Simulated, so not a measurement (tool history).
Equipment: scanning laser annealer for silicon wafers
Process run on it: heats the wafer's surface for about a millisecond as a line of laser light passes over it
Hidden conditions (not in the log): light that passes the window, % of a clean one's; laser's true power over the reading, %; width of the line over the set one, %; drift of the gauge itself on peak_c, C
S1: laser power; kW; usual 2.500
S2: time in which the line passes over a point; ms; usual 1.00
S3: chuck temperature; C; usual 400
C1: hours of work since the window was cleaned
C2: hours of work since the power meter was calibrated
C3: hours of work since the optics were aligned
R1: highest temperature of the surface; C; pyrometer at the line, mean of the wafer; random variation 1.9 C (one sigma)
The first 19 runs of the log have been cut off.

run 20 day=12.217 | S1=2.500 S2=1.00 S3=412 | C1=763 C2=221 C3=587 | R1=1120
run 21 day=13.067 | S1=2.500 S2=1.00 S3=412 | C1=777 C2=234 C3=600 | R1=1112
run 22 day=13.675 | S1=2.500 S2=1.23 S3=419 | C1=786 C2=244 C3=610 | R1=1197
run 23 day=14.142 | S1=2.500 S2=1.23 S3=419 | C1=794 C2=251 C3=617 | R1=1197
run 24 day=14.921 | S1=2.580 S2=1.00 S3=397 | C1=806 C2=264 C3=630 | R1=1125
run 25 day=15.600 | S1=2.737 S2=1.17 S3=397 | C1=817 C2=274 C3=640 | R1=1237
run 26 day=16.012 | S1=2.292 S2=0.87 S3=388 | C1=823 C2=281 C3=647 | R1=981
run 27 day=16.508 | S1=2.451 S2=1.06 S3=407 | C1=831 C2=289 C3=654 | R1=1111
run 28 day=17.338 | S1=2.451 S2=1.06 S3=407 | C1=844 C2=302 C3=668 | R1=1107
run 29 day=18.075 | S1=2.451 S2=0.84 S3=382 | C1=856 C2=313 C3=679 | R1=1008
run 30 day=18.546 | S1=2.286 S2=1.00 S3=400 | C1=863 C2=321 C3=687 | R1=1029
run 31 day=19.133 | S1=2.580 S2=0.90 S3=405 | C1=872 C2=330 C3=696 | R1=1090

Forecast each of these 5 alternatives for the next run:
run A day=19.533 | S1=2.500 S2=1.00 S3=436 | C1=879 C2=336 C3=702 | R1=?
run B day=19.533 | S1=2.550 S2=1.00 S3=377 | C1=879 C2=336 C3=702 | R1=?
run C day=19.533 | S1=2.740 S2=0.83 S3=402 | C1=879 C2=336 C3=702 | R1=?
run D day=19.533 | S1=2.500 S2=0.91 S3=406 | C1=879 C2=336 C3=702 | R1=?
run E day=19.533 | S1=2.286 S2=0.91 S3=409 | C1=879 C2=336 C3=702 | R1=?

run=A R1=1131
run=B R1=1089
run=C R1=1107
run=D R1=1068
run=E R1=1007
Without the tool's hidden state the same runs would have given:
run=A R1=1198
run=B R1=1157
run=C R1=1175
run=D R1=1131
run=E R1=1065

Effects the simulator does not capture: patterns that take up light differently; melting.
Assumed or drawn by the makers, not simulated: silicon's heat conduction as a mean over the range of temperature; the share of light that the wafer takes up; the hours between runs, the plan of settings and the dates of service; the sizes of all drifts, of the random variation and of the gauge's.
